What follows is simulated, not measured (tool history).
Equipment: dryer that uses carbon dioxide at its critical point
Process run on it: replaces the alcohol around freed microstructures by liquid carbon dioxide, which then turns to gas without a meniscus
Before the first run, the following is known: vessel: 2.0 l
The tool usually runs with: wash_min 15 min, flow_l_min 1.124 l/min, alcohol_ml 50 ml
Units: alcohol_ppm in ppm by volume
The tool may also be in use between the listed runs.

run	hour	wash_min	flow_l_min	alcohol_ml	alcohol_ppm
1	0	15	1.124	50	35
2	4.3	15	1.124	50	36
3	11.8	15	1.124	50	30
4	20.1	15	1.124	50	44
5	28.5	15	1.124	50	47
6	33.5	15	1.124	62	45
7	42.3	15	0.91	50	106
8	48.8	15	0.91	118	272
9	56.1	15	0.91	118	260
10	61.9	15	1.124	50	50
11	69.9	15	1.124	47	40
12	76.4	15	1.124	47	41
13	81.5	15	1.124	47	45
14	88.4	15	1.124	50	56
15	93.1	15	1.14	50	45
16	101.6	15	1.14	50	58
17	107.6	15	1.14	50	56
18	111.7	10	1.52	106	163
19	120.2	11	1.124	50	212
20	124.9	11	0.77	118	2021
21	134	11	0.77	118	1995
22	143.4	11	1.12	45	200
23	148.3	11	1.12	45	191
24	154	11	1.12	45	212
25	160.2	11	1.12	45	204
26	164.3	15	1.82	50	20
27	170.7	15	1.82	50	31
28	176.3	15	1.82	50	31
29	183.7	15	0.69	50	427

Predict each of these 4 candidate next runs independently; none follows another, all start after run 29:
A	192.1	22	0.69	50	?
B	192.1	15	1.06	36	?
C	192.1	10	0.73	25	?
D	192.1	20	1.11	79	?

run	alcohol_ppm
A	85
B	63
C	700
D	40
Stripped of hidden state, with their random variation kept, the same runs would have yielded:
run	alcohol_ppm
A	50
B	33
C	606
D	15

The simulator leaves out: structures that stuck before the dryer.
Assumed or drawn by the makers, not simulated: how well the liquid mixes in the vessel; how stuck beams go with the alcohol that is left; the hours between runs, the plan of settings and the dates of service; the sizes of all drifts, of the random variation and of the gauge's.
